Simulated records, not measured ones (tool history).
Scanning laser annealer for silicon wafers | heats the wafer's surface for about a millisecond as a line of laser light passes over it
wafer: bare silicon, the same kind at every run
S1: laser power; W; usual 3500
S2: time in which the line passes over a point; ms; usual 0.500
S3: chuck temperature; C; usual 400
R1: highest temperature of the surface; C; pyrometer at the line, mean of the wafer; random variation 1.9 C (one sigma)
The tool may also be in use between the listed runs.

run   hour    S1     S2   S3    R1
  1    0.0  3500  0.500  400  1110
  2   41.2  3500  0.500  400  1116
  3   69.7  3500  0.500  400  1114
  4  106.2  3500  0.500  419  1127
  5  126.4  3500  0.500  419  1127
  6  155.7  3500  0.500  400  1109
  7  195.3  3500  0.500  400  1106
  8  230.6  3500  0.500  400  1104
  9  270.5  3500  0.500  400  1098
 10  303.2  3500  0.373  400   995
 11  347.1  3500  0.373  400   999
 12  381.7  3500  0.500  400  1096
     408.2  -- window over the wafer cleaned
 13  411.2  3500  0.500  400  1130
 14  443.4  3500  0.500  400  1125
 15  485.9  3500  0.500  400  1124
 16  513.8  3500  0.500  400  1129
 17  552.6  3199  0.500  400  1052
 18  592.6  3500  0.500  400  1120
 19  635.7  3500  0.500  400  1120
 20  681.4  3500  0.500  400  1114
 21  713.3  3500  0.500  400  1115
 22  736.9  3500  0.471  400  1092
 23  775.7  3500  0.471  400  1088

Run 24 comes next. What will it give?
 24  817.6  3359  0.523  402   ?

Run 24 gave R1 1095 C.
Without the tool's hidden state the same run would have given R1 1124 C.
